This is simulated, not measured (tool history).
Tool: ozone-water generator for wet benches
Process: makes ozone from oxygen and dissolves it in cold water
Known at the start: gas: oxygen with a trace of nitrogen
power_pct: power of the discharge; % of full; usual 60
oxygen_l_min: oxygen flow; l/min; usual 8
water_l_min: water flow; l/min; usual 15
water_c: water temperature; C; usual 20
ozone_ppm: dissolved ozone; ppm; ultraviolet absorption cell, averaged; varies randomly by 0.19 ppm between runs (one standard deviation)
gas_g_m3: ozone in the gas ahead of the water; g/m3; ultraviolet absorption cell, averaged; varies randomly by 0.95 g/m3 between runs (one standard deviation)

| run | hour | power_pct | oxygen_l_min | water_l_min | water_c | ozone_ppm | gas_g_m3 |
|---|---|---|---|---|---|---|---|
| 1 | 0 | 60 | 8 | 15 | 20 | 23.6 | 150.1 |
| 2 | 50 | 60 | 8 | 15 | 20 | 23.1 | 149.2 |
| 3 | 104.2 | 60 | 8 | 15 | 20 | 23.2 | 148.8 |
| 4 | 139.8 | 60 | 8 | 15 | 20 | 23.1 | 146.7 |
| 5 | 210.1 | 56 | 8 | 15 | 20 | 21.9 | 138.7 |
| 6 | 248.2 | 56 | 8 | 15 | 20 | 21.6 | 139.1 |
| 7 | 314.2 | 56 | 8 | 15 | 20 | 22 | 138.5 |
| 8 | 361.7 | 56 | 8 | 15 | 20 | 21.4 | 138.7 |
| 9 | 425 | 56 | 8 | 15 | 20 | 21.6 | 138.8 |
| 10 | 457.3 | 56 | 8 | 15 | 20 | 21.5 | 138 |
| 11 | 510.1 | 56 | 8 | 21 | 20 | 17.5 | 138.3 |
| 12 | 557.1 | 56 | 8 | 21 | 20 | 17.6 | 136.4 |
| 13 | 587 | 56 | 8 | 21 | 20 | 17.7 | 138.1 |
| 14 | 648.4 | 56 | 8 | 21 | 20 | 17.6 | 137 |
| 15 | 682.6 | 56 | 8 | 21 | 20 | 17.5 | 136.7 |
| 16 | 735.9 | 56 | 8 | 21 | 20 | 17.6 | 135.6 |
| 17 | 795 | 68 | 6.68 | 15 | 13 | 27.3 | 165.6 |
| 18 | 864 | 60 | 5.11 | 11 | 18 | 26.5 | 166.1 |
| 19 | 931 | 60 | 4.78 | 15 | 20 | 20.8 | 167.9 |
| 20 | 1000.9 | 49 | 5.97 | 19 | 15 | 17.5 | 136 |
| 21 | 1051.1 | 60 | 12.21 | 21 | 24 | 17 | 122.9 |
| 22 | 1119.3 | 60 | 9.74 | 21 | 24 | 17 | 131 |
| 23 | 1191.1 | 60 | 9.74 | 21 | 24 | 16.7 | 130.8 |

Run 24 is up next; what results do you expect?
| 24 | 1220.9 | 60 | 9.74 | 21 | 21 | ? | ? |

{"run 24": {"ozone_ppm": 17.7, "gas_g_m3": 129.9}}
On a tool with no hidden condition, and with the same random variation, this run would have come out at ozone_ppm 21.7 ppm, gas_g_m3 151.4 g/m3.

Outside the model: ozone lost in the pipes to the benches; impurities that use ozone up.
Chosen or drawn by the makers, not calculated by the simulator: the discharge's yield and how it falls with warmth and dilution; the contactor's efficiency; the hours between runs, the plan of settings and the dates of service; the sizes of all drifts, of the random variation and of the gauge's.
